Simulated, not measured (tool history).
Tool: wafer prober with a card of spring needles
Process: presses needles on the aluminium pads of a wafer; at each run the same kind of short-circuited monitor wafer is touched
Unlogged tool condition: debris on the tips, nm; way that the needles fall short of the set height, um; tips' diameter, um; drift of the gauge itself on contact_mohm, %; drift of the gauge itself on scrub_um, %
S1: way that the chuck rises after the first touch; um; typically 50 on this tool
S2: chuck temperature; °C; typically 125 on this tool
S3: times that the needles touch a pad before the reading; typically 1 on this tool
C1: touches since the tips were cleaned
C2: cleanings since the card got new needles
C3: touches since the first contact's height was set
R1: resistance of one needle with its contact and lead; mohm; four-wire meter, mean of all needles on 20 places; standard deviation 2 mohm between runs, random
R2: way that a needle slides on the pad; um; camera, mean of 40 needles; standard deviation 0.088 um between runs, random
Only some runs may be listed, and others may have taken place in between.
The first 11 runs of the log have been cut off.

{"hour": 174.9, "done": "tips cleaned on abrasive film"}
{"hour": 186.5, "done": "tips cleaned on abrasive film"}
{"run": 12, "hour": 194.6, "S1": 50, "S2": 125, "S3": 1, "C1": 2229, "C2": 92, "C3": 69135, "R1": 222, "R2": 9.69}
{"hour": 196.6, "done": "tips cleaned on abrasive film"}
{"hour": 208.1, "done": "tips cleaned on abrasive film"}
{"hour": 219.0, "done": "tips cleaned on abrasive film"}
{"run": 13, "hour": 223.5, "S1": 50, "S2": 125, "S3": 1, "C1": 1208, "C2": 95, "C3": 76932, "R1": 221, "R2": 9.68}
{"hour": 229.5, "done": "tips cleaned on abrasive film"}
{"run": 14, "hour": 237.8, "S1": 50, "S2": 34, "S3": 1, "C1": 2280, "C2": 96, "C3": 80831, "R1": 201, "R2": 9.67}
{"hour": 239.3, "done": "tips cleaned on abrasive film"}
{"hour": 249.4, "done": "tips cleaned on abrasive film"}
{"hour": 259.1, "done": "tips cleaned on abrasive film"}
{"run": 15, "hour": 261.6, "S1": 50, "S2": 125, "S3": 2, "C1": 675, "C2": 99, "C3": 87243, "R1": 224, "R2": 9.58}
{"hour": 269.9, "done": "tips cleaned on abrasive film"}
{"hour": 281.4, "done": "tips cleaned on abrasive film"}
{"run": 16, "hour": 284.3, "S1": 50, "S2": 92, "S3": 2, "C1": 800, "C2": 101, "C3": 93405, "R1": 215, "R2": 9.67}
{"hour": 292.8, "done": "tips cleaned on abrasive film"}
{"hour": 302.6, "done": "tips cleaned on abrasive film"}
{"run": 17, "hour": 307.8, "S1": 44, "S2": 79, "S3": 2, "C1": 1415, "C2": 103, "C3": 99758, "R1": 216, "R2": 8.53}
{"hour": 313.9, "done": "tips cleaned on abrasive film"}
{"run": 18, "hour": 322.3, "S1": 49, "S2": 35, "S3": 1, "C1": 2314, "C2": 104, "C3": 103712, "R1": 200, "R2": 9.53}
{"hour": 324.8, "done": "tips cleaned on abrasive film"}
{"hour": 335.4, "done": "tips cleaned on abrasive film"}
{"hour": 346.7, "done": "tips cleaned on abrasive film"}
{"run": 19, "hour": 348.1, "S1": 49, "S2": 39, "S3": 1, "C1": 379, "C2": 107, "C3": 110684, "R1": 202, "R2": 9.5}
{"hour": 357.4, "done": "tips cleaned on abrasive film"}
{"run": 20, "hour": 365.4, "S1": 64, "S2": 99, "S3": 1, "C1": 2167, "C2": 108, "C3": 115370, "R1": 214, "R2": 12.42}
{"hour": 369.1, "done": "tips cleaned on abrasive film"}
{"hour": 379.7, "done": "tips cleaned on abrasive film"}
{"hour": 390.8, "done": "tips cleaned on abrasive film"}
{"run": 21, "hour": 391.3, "S1": 61, "S2": 99, "S3": 3, "C1": 134, "C2": 111, "C3": 122390, "R1": 210, "R2": 11.63}
{"hour": 401.4, "done": "tips cleaned on abrasive film"}
{"hour": 412.7, "done": "tips cleaned on abrasive film"}
{"run": 22, "hour": 417.7, "S1": 65, "S2": 99, "S3": 1, "C1": 1366, "C2": 113, "C3": 129551, "R1": 210, "R2": 12.58}
{"hour": 422.4, "done": "tips cleaned on abrasive film"}
{"hour": 432.0, "done": "tips cleaned on abrasive film"}
{"run": 23, "hour": 441.2, "S1": 44, "S2": 37, "S3": 1, "C1": 2521, "C2": 115, "C3": 135919, "R1": 204, "R2": 8.61}
{"hour": 443.0, "done": "tips cleaned on abrasive film"}
{"hour": 454.1, "done": "tips cleaned on abrasive film"}
{"run": 24, "hour": 462.5, "S1": 44, "S2": 44, "S3": 1, "C1": 2286, "C2": 117, "C3": 141670, "R1": 206, "R2": 8.44}
{"hour": 464.8, "done": "tips cleaned on abrasive film"}
{"hour": 475.8, "done": "tips cleaned on abrasive film"}
{"hour": 487.5, "done": "tips cleaned on abrasive film"}
{"run": 25, "hour": 488.7, "S1": 34, "S2": 58, "S3": 1, "C1": 323, "C2": 120, "C3": 148758, "R1": 210, "R2": 6.54}
{"hour": 497.4, "done": "tips cleaned on abrasive film"}
{"hour": 507.7, "done": "tips cleaned on abrasive film"}
{"run": 26, "hour": 507.9, "S1": 33, "S2": 50, "S3": 1, "C1": 54, "C2": 122, "C3": 153945, "R1": 209, "R2": 6.45}
{"hour": 518.4, "done": "tips cleaned on abrasive film"}
{"run": 27, "hour": 519.9, "S1": 33, "S2": 50, "S3": 1, "C1": 392, "C2": 123, "C3": 157194, "R1": 213, "R2": 6.43}
{"hour": 528.3, "done": "tips cleaned on abrasive film"}
{"run": 28, "hour": 537.4, "S1": 33, "S2": 50, "S3": 1, "C1": 2483, "C2": 124, "C3": 161955, "R1": 213, "R2": 6.35}
{"hour": 538.8, "done": "tips cleaned on abrasive film"}
{"hour": 548.9, "done": "tips cleaned on abrasive film"}
{"hour": 559.2, "done": "tips cleaned on abrasive film"}
{"run": 29, "hour": 563.7, "S1": 47, "S2": 41, "S3": 2, "C1": 1238, "C2": 127, "C3": 169082, "R1": 205, "R2": 9.06}
{"hour": 569.6, "done": "tips cleaned on abrasive film"}
{"hour": 579.8, "done": "tips cleaned on abrasive film"}
{"run": 30, "hour": 579.8, "S1": 56, "S2": 32, "S3": 2, "C1": 0, "C2": 129, "C3": 173428, "R1": 198, "R2": 10.85}

Forecast each of these 3 alternatives for the next run:
{"hour": 590.3, "done": "tips cleaned on abrasive film"}
{"run": "A", "hour": 594.9, "S1": 39, "S2": 112, "S3": 2, "C1": 1257, "C2": 130, "C3": 177520, "R1": "?", "R2": "?"}
{"hour": 590.3, "done": "tips cleaned on abrasive film"}
{"run": "B", "hour": 594.9, "S1": 50, "S2": 125, "S3": 1, "C1": 1257, "C2": 130, "C3": 177520, "R1": "?", "R2": "?"}
{"hour": 590.3, "done": "tips cleaned on abrasive film"}
{"run": "C", "hour": 594.9, "S1": 56, "S2": 32, "S3": 1, "C1": 1257, "C2": 130, "C3": 177520, "R1": "?", "R2": "?"}

run=A R1=223 R2=7.43
run=B R1=218 R2=9.52
run=C R1=199 R2=10.75
With no hidden state in the tool, these same runs would have given:
run=A R1=223 R2=7.44
run=B R1=218 R2=9.53
run=C R1=198 R2=10.75
